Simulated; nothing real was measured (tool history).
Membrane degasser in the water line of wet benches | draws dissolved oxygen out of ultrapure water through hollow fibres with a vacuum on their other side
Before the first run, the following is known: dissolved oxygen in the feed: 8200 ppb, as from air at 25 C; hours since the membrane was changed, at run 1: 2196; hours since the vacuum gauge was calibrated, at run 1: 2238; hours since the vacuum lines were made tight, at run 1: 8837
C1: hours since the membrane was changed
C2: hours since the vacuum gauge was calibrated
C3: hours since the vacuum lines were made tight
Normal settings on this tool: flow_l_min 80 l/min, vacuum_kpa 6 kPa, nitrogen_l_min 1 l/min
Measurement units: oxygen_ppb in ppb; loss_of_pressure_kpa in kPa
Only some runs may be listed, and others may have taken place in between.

{"run": 1, "hour": 0.0, "flow_l_min": 80, "vacuum_kpa": 6, "nitrogen_l_min": 1, "C1": 2196, "C2": 2238, "C3": 8837, "oxygen_ppb": 405.9, "loss_of_pressure_kpa": 58.78}
{"run": 2, "hour": 114.5, "flow_l_min": 80, "vacuum_kpa": 6, "nitrogen_l_min": 1, "C1": 2311, "C2": 2352, "C3": 8952, "oxygen_ppb": 404.2, "loss_of_pressure_kpa": 59.02}
{"run": 3, "hour": 301.7, "flow_l_min": 80, "vacuum_kpa": 13.18, "nitrogen_l_min": 1, "C1": 2498, "C2": 2539, "C3": 9139, "oxygen_ppb": 1242, "loss_of_pressure_kpa": 58.51}
{"run": 4, "hour": 481.9, "flow_l_min": 80, "vacuum_kpa": 13.18, "nitrogen_l_min": 1, "C1": 2678, "C2": 2719, "C3": 9319, "oxygen_ppb": 1232.4, "loss_of_pressure_kpa": 58.64}
{"run": 5, "hour": 647.9, "flow_l_min": 80, "vacuum_kpa": 13.18, "nitrogen_l_min": 1, "C1": 2844, "C2": 2885, "C3": 9485, "oxygen_ppb": 1230.6, "loss_of_pressure_kpa": 58.97}
{"run": 6, "hour": 771.7, "flow_l_min": 80, "vacuum_kpa": 13.18, "nitrogen_l_min": 1, "C1": 2968, "C2": 3009, "C3": 9609, "oxygen_ppb": 1237.8, "loss_of_pressure_kpa": 58.8}
{"run": 7, "hour": 961.0, "flow_l_min": 80, "vacuum_kpa": 6, "nitrogen_l_min": 1, "C1": 3157, "C2": 3199, "C3": 9798, "oxygen_ppb": 408.2, "loss_of_pressure_kpa": 59.19}
{"run": 8, "hour": 1048.3, "flow_l_min": 80, "vacuum_kpa": 6, "nitrogen_l_min": 1, "C1": 3245, "C2": 3286, "C3": 9886, "oxygen_ppb": 411.3, "loss_of_pressure_kpa": 58.97}
{"hour": 1066.0, "done": "vacuum gauge calibrated"}
{"run": 9, "hour": 1161.6, "flow_l_min": 80, "vacuum_kpa": 6, "nitrogen_l_min": 1, "C1": 3358, "C2": 96, "C3": 9998, "oxygen_ppb": 423.8, "loss_of_pressure_kpa": 58.93}
{"run": 10, "hour": 1329.7, "flow_l_min": 80, "vacuum_kpa": 6, "nitrogen_l_min": 1, "C1": 3526, "C2": 264, "C3": 10167, "oxygen_ppb": 426.6, "loss_of_pressure_kpa": 58.85}
{"run": 11, "hour": 1453.2, "flow_l_min": 80, "vacuum_kpa": 6, "nitrogen_l_min": 1, "C1": 3649, "C2": 387, "C3": 10290, "oxygen_ppb": 426.5, "loss_of_pressure_kpa": 58.87}
{"run": 12, "hour": 1650.0, "flow_l_min": 80, "vacuum_kpa": 6.57, "nitrogen_l_min": 1, "C1": 3846, "C2": 584, "C3": 10487, "oxygen_ppb": 498, "loss_of_pressure_kpa": 59.08}
{"run": 13, "hour": 1833.4, "flow_l_min": 80, "vacuum_kpa": 6.57, "nitrogen_l_min": 1, "C1": 4029, "C2": 767, "C3": 10670, "oxygen_ppb": 499.5, "loss_of_pressure_kpa": 59.31}
{"hour": 1888.5, "done": "vacuum gauge calibrated, once more"}
{"run": 14, "hour": 2012.2, "flow_l_min": 89, "vacuum_kpa": 10.65, "nitrogen_l_min": 2.09, "C1": 4208, "C2": 124, "C3": 10848, "oxygen_ppb": 633, "loss_of_pressure_kpa": 66.1}
{"run": 15, "hour": 2193.9, "flow_l_min": 89, "vacuum_kpa": 10.65, "nitrogen_l_min": 2.09, "C1": 4389, "C2": 305, "C3": 11030, "oxygen_ppb": 636.8, "loss_of_pressure_kpa": 66.09}
{"hour": 2253.7, "done": "seals of the vacuum lines changed"}
{"run": 16, "hour": 2407.5, "flow_l_min": 69, "vacuum_kpa": 7.33, "nitrogen_l_min": 2.31, "C1": 4601, "C2": 517, "C3": 154, "oxygen_ppb": 272.8, "loss_of_pressure_kpa": 51.26}
{"run": 17, "hour": 2591.8, "flow_l_min": 69, "vacuum_kpa": 7.33, "nitrogen_l_min": 2.31, "C1": 4785, "C2": 701, "C3": 338, "oxygen_ppb": 272.8, "loss_of_pressure_kpa": 51.1}
{"run": 18, "hour": 2746.3, "flow_l_min": 56, "vacuum_kpa": 6, "nitrogen_l_min": 2.76, "C1": 4940, "C2": 856, "C3": 493, "oxygen_ppb": 134.1, "loss_of_pressure_kpa": 41.48}
{"run": 19, "hour": 2850.2, "flow_l_min": 56, "vacuum_kpa": 6, "nitrogen_l_min": 2.76, "C1": 5044, "C2": 960, "C3": 596, "oxygen_ppb": 135.1, "loss_of_pressure_kpa": 41.79}
{"run": 20, "hour": 2958.0, "flow_l_min": 56, "vacuum_kpa": 6, "nitrogen_l_min": 2.76, "C1": 5151, "C2": 1067, "C3": 704, "oxygen_ppb": 135.4, "loss_of_pressure_kpa": 41.48}
{"run": 21, "hour": 3123.2, "flow_l_min": 65, "vacuum_kpa": 8.39, "nitrogen_l_min": 1.64, "C1": 5317, "C2": 1233, "C3": 869, "oxygen_ppb": 414.6, "loss_of_pressure_kpa": 48.28}
{"run": 22, "hour": 3222.5, "flow_l_min": 122, "vacuum_kpa": 6, "nitrogen_l_min": 1, "C1": 5416, "C2": 1332, "C3": 969, "oxygen_ppb": 581.8, "loss_of_pressure_kpa": 91.09}

Hidden condition of the tool, last listed run before each entry between runs versus first listed run after:
Run 8 -> run 9: vacuum gauge calibrated (hour 1066)
  true pressure behind the membrane over the reading, kPa: 0.15 -> 0.25; air that leaks in behind the membrane, l/min: 0.0141 -> 0.0142
  measured value less the no-hidden-state value, oxygen_ppb: +19.3 -> +32.2 ppb; loss_of_pressure_kpa: +0.74 -> +0.76 kPa
Run 13 -> run 14: vacuum gauge calibrated, once more (hour 1888.5)
  true pressure behind the membrane over the reading, kPa: 0.27 -> -0.05; air that leaks in behind the membrane, l/min: 0.015 -> 0.0152
  measured value less the no-hidden-state value, oxygen_ppb: +35.1 -> +0.2 ppb; loss_of_pressure_kpa: +0.92 -> +1.07 kPa
Run 15 -> run 16: seals of the vacuum lines changed (hour 2253.7)
  membrane still open, %: 98.3 -> 98.2; true pressure behind the membrane over the reading, kPa: -0.04 -> -0.03; air that leaks in behind the membrane, l/min: 0.0154 -> 0.0031
  measured value less the no-hidden-state value, oxygen_ppb: +0.9 -> +0.2 ppb; loss_of_pressure_kpa: +1.13 -> +0.91 kPa

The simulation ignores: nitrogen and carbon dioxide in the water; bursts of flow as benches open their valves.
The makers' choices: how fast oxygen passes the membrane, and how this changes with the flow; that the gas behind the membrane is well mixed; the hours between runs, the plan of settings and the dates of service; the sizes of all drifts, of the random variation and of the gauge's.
